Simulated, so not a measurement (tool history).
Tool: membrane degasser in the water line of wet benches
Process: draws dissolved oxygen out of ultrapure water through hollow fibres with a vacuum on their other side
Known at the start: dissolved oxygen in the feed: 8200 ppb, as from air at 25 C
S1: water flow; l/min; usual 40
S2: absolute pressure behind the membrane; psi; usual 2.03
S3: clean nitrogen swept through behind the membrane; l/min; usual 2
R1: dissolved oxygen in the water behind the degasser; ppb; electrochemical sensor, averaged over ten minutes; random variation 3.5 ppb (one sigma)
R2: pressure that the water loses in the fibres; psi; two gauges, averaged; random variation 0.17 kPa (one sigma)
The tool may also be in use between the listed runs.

run,hour,S1,S2,S3,R1,R2
1,0,40,2.03,2,488.3,4.073
2,222.1,40,2.03,2,485.1,4.047
3,399.8,40,2.03,2,484.1,4.07
# hour 502: vacuum gauge calibrated
4,642.5,40,2.03,2,484.6,4.065
# hour 730.2: seals of the vacuum lines changed
5,895,40,2.03,2,484.9,4.1
6,1093.8,40,2.03,2,483.6,4.161
7,1209.2,40,2.03,2,479.7,4.029
8,1355.9,40,3.63,2,906.5,4.081
9,1618.1,40,2.03,2,481.7,4.097
10,1838.6,40,2.03,2,487.7,4.116
11,2024.1,40,2.03,4.21,260.8,4.092
12,2290.2,40,2.03,4.21,264.1,4.122
13,2477.2,40,2.03,4.21,266.7,4.093
14,2709.8,40,2.03,4.21,263.5,4.168
15,2938.7,40,2.03,2,490.9,4.151
16,3094.5,40,3.76,2,937.4,4.1
17,3218.9,40,3.76,2,936,4.094
18,3443.8,40,3.76,2,938.1,4.16
19,3704.5,40,3.76,2,947.3,4.112
20,3953.8,47,1.39,2.33,339.2,4.882
21,4206.2,47,1.39,2.33,338.5,4.907
22,4439.5,38,3.81,1.2,1339.8,3.949
23,4692.6,32,1.38,2,240.4,3.318
24,4928.2,53,3.99,2.15,1207.6,5.481
25,5140.5,47,2.03,5.01,290.7,4.895
26,5370.9,26,4.57,1.15,1236.4,2.733
27,5549,39,3.84,1.48,1172,4.065
28,5760.4,39,3.84,1.48,1174.7,4.058
29,5949.5,55,4.16,3.63,886.7,5.755
30,6142,55,4.16,3.63,906.5,5.733
# hour 6208.9: vacuum gauge calibrated
31,6401,40,2.03,2.49,406.7,4.197
32,6667.8,40,2.03,1.37,651.1,4.157

Forecast each of these 3 alternatives for the next run:
A,6776.8,55,2.03,2,?,?
B,6776.8,43,2.03,1.37,?,?
C,6776.8,34,1.61,2.02,?,?

run,R1,R2
A,687.8,5.749
B,696.3,4.53
C,306.4,3.595
Without the tool's hidden state the same runs would have given:
run,R1,R2
A,669.9,5.482
B,687.1,4.321
C,301.7,3.432
